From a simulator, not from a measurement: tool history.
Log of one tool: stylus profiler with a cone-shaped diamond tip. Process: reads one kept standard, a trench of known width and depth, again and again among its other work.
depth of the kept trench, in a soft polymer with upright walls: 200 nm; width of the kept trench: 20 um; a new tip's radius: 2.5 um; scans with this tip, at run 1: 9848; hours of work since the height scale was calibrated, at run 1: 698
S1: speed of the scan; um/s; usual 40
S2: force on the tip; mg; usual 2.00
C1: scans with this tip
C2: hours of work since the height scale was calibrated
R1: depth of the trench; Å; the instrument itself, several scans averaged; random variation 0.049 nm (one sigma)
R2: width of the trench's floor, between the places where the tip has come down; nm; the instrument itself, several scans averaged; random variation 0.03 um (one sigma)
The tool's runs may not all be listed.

run 1 hour=0.0 | S1=40 S2=2.00 | C1=9848 C2=698 | R1=2028.5 R2=17220
run 2 hour=117.0 | S1=40 S2=2.00 | C1=11154 C2=791 | R1=2028.4 R2=17210
run 3 hour=221.1 | S1=40 S2=2.00 | C1=12315 C2=873 | R1=2030.3 R2=17120
-- hour=318.1 new tip fitted, height scale calibrated
run 4 hour=339.7 | S1=40 S2=2.40 | C1=242 C2=17 | R1=2025.1 R2=17810
run 5 hour=394.4 | S1=43 S2=2.00 | C1=852 C2=60 | R1=2022.8 R2=17840
run 6 hour=482.6 | S1=15 S2=2.00 | C1=1836 C2=130 | R1=2021.7 R2=17870
run 7 hour=602.1 | S1=15 S2=2.00 | C1=3170 C2=225 | R1=2023.9 R2=17840
run 8 hour=697.2 | S1=15 S2=2.00 | C1=4232 C2=300 | R1=2023.8 R2=17680
run 9 hour=784.3 | S1=15 S2=2.00 | C1=5203 C2=369 | R1=2025.3 R2=17660
run 10 hour=913.6 | S1=40 S2=2.00 | C1=6647 C2=471 | R1=2025.3 R2=17430
run 11 hour=985.4 | S1=40 S2=1.02 | C1=7448 C2=528 | R1=2018.3 R2=17370
run 12 hour=1110.9 | S1=40 S2=1.02 | C1=8849 C2=627 | R1=2018.7 R2=17310
run 13 hour=1191.2 | S1=40 S2=4.29 | C1=9745 C2=691 | R1=2043.4 R2=17390
run 14 hour=1275.6 | S1=40 S2=2.11 | C1=10687 C2=758 | R1=2028.8 R2=17220
run 15 hour=1341.8 | S1=40 S2=1.58 | C1=11426 C2=810 | R1=2025.7 R2=17240
run 16 hour=1424.3 | S1=40 S2=1.58 | C1=12346 C2=875 | R1=2026.6 R2=17180
-- hour=1510.1 new tip fitted, height scale calibrated
run 17 hour=1526.5 | S1=40 S2=2.00 | C1=184 C2=13 | R1=2022.3 R2=17700
run 18 hour=1648.8 | S1=40 S2=2.00 | C1=1549 C2=110 | R1=2023.5 R2=17730
run 19 hour=1725.4 | S1=40 S2=2.00 | C1=2403 C2=170 | R1=2024.7 R2=17590
run 20 hour=1815.2 | S1=40 S2=2.00 | C1=3406 C2=241 | R1=2025.0 R2=17580
run 21 hour=1868.7 | S1=40 S2=2.00 | C1=4003 C2=284 | R1=2025.6 R2=17500
run 22 hour=1986.2 | S1=11 S2=2.92 | C1=5314 C2=377 | R1=2032.2 R2=17650
run 23 hour=2039.3 | S1=11 S2=2.92 | C1=5907 C2=419 | R1=2032.0 R2=17670
run 24 hour=2097.7 | S1=127 S2=2.00 | C1=6558 C2=465 | R1=2027.3 R2=16950
run 25 hour=2187.7 | S1=127 S2=2.00 | C1=7563 C2=536 | R1=2026.4 R2=16840
run 26 hour=2245.0 | S1=20 S2=1.84 | C1=8202 C2=582 | R1=2027.2 R2=17490
run 27 hour=2357.5 | S1=86 S2=1.84 | C1=9458 C2=671 | R1=2027.1 R2=17070
run 28 hour=2453.1 | S1=78 S2=2.58 | C1=10525 C2=746 | R1=2033.2 R2=17050
run 29 hour=2531.3 | S1=78 S2=2.58 | C1=11397 C2=808 | R1=2033.0 R2=17010
run 30 hour=2660.7 | S1=78 S2=2.58 | C1=12842 C2=911 | R1=2034.2 R2=16990
-- hour=2706.9 new tip fitted, height scale calibrated
run 31 hour=2782.0 | S1=114 S2=0.71 | C1=839 C2=59 | R1=2011.9 R2=16880
run 32 hour=2906.4 | S1=40 S2=1.08 | C1=2227 C2=158 | R1=2016.4 R2=17620
run 33 hour=3011.9 | S1=53 S2=3.14 | C1=3404 C2=241 | R1=2033.4 R2=17590
run 34 hour=3085.2 | S1=53 S2=3.14 | C1=4222 C2=299 | R1=2033.5 R2=17580
run 35 hour=3167.5 | S1=72 S2=1.45 | C1=5141 C2=365 | R1=2021.8 R2=17260
run 36 hour=3279.4 | S1=72 S2=1.45 | C1=6389 C2=453 | R1=2022.2 R2=17200
run 37 hour=3354.6 | S1=72 S2=1.45 | C1=7229 C2=513 | R1=2023.9 R2=17140
run 38 hour=3475.5 | S1=40 S2=1.53 | C1=8578 C2=608 | R1=2026.1 R2=17340
run 39 hour=3555.0 | S1=103 S2=1.62 | C1=9465 C2=671 | R1=2025.9 R2=16900
run 40 hour=3644.6 | S1=103 S2=1.62 | C1=10466 C2=742 | R1=2026.8 R2=16830
run 41 hour=3756.1 | S1=70 S2=3.83 | C1=11709 C2=830 | R1=2042.1 R2=17130

Forecast each of these 3 alternatives for the next run:
run A hour=3809.5 | S1=15 S2=1.79 | C1=12305 C2=873 | R1=? R2=?
run B hour=3809.5 | S1=13 S2=2.61 | C1=12305 C2=873 | R1=? R2=?
run C hour=3809.5 | S1=102 S2=1.46 | C1=12305 C2=873 | R1=? R2=?

run=A R1=2029.6 R2=17370
run=B R1=2034.9 R2=17370
run=C R1=2026.1 R2=16700
Without the tool's hidden state the same runs would have given:
run=A R1=2020.9 R2=17980
run=B R1=2026.2 R2=17990
run=C R1=2017.4 R2=17320

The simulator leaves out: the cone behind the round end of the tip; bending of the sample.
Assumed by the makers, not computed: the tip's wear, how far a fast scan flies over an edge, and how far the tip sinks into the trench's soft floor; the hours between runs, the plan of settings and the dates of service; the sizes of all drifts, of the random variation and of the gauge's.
